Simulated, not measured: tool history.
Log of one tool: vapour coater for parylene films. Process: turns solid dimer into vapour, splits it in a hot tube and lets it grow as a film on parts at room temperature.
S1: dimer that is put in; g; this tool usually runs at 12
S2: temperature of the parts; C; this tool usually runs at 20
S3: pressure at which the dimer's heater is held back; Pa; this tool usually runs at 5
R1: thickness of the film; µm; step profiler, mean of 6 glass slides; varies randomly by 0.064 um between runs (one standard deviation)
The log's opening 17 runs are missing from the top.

run     day  S1  S2    S3     R1
 18  14.921  12  22  4.86   6.99
 19  15.954  15  26  7.36   7.15
 20  16.942  15  26  7.36   7.09
 21  17.717  10  15  5.82   7.19
 22  18.275  10  15  5.82   7.15
 23  19.296  10  15  5.82   6.99
     19.429  -- table's thermometer calibrated
 24  20.333  10  15  5.82   7.06
 25  20.858  11  15  3.87    8.4
 26  21.458  12  27  8.84   5.18
 27  22.183  17  19  6.12  10.18
 28    23.3  12  18  5.84   7.43
 29  23.796  12  25  2.32   6.76
     24.479  -- table's thermometer calibrated, once more
 30  24.588   5  25   7.6   2.29
 31  25.738  17  16  4.47   11.5
 32  26.679  20  16  4.47  13.28
 33  27.858  20  16  4.47  13.32

3 options for the next run, each taken on its own from the tool as it stands now. Forecast them:
     28.471  -- trap's valve overhauled
  A  29.25  21  14  11.4   ?
     28.471  -- trap's valve overhauled
  B  29.25  10  30  8.91   ?
     28.471  -- trap's valve overhauled
  C  29.25  15  14  3.18   ?

run     R1
  A  13.89
  B   3.91
  C  12.43
Stripped of hidden state, with their random variation kept, the same runs would have yielded:
run     R1
  A  14.12
  B   3.97
  C  12.63

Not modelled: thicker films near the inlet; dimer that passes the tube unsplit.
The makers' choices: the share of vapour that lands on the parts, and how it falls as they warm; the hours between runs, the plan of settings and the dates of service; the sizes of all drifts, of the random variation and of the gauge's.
